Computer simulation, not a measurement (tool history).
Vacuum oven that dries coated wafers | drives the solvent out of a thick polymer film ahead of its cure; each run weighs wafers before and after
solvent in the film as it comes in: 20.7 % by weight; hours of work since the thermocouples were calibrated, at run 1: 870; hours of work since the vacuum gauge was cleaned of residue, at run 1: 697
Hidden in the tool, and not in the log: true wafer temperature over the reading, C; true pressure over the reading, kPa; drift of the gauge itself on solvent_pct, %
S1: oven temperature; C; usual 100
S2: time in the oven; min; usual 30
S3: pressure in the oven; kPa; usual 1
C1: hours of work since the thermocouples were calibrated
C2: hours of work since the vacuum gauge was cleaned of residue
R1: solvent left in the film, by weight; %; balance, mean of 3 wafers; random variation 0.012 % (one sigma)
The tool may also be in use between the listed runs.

{"run": 1, "hour": 0.0, "S1": 100, "S2": 30, "S3": 1, "C1": 870, "C2": 697, "R1": 0.85}
{"run": 2, "hour": 22.5, "S1": 100, "S2": 30, "S3": 1, "C1": 882, "C2": 709, "R1": 0.88}
{"run": 3, "hour": 55.0, "S1": 100, "S2": 30, "S3": 1, "C1": 900, "C2": 727, "R1": 0.86}
{"run": 4, "hour": 73.1, "S1": 91, "S2": 30, "S3": 1, "C1": 910, "C2": 737, "R1": 2.81}
{"run": 5, "hour": 95.1, "S1": 91, "S2": 26, "S3": 1, "C1": 922, "C2": 749, "R1": 3.49}
{"run": 6, "hour": 113.2, "S1": 91, "S2": 26, "S3": 1, "C1": 932, "C2": 759, "R1": 3.53}
{"run": 7, "hour": 154.1, "S1": 102, "S2": 33, "S3": 0.99, "C1": 954, "C2": 781, "R1": 0.55}
{"hour": 158.6, "done": "oven's thermocouples calibrated"}
{"run": 8, "hour": 197.2, "S1": 86, "S2": 40, "S3": 1.26, "C1": 21, "C2": 803, "R1": 3.09}
{"run": 9, "hour": 233.1, "S1": 100, "S2": 17, "S3": 0.58, "C1": 41, "C2": 823, "R1": 2.45}
{"run": 10, "hour": 265.7, "S1": 96, "S2": 26, "S3": 0.58, "C1": 58, "C2": 841, "R1": 1.76}
{"run": 11, "hour": 309.6, "S1": 108, "S2": 30, "S3": 0.65, "C1": 82, "C2": 865, "R1": 0.25}

Measured less the same run without the tool's hidden state. The same run-to-run variation is in both; the gauge's scatter may not be:
run=1 R1=-0.01
run=2 R1=-0.01
run=3 R1=-0.01
run=4 R1=-0.13
run=5 R1=-0.16
run=6 R1=-0.16
run=7 R1=+0.03
run=8 R1=-0.25
run=9 R1=-0.25
run=10 R1=-0.19
run=11 R1=+0.05
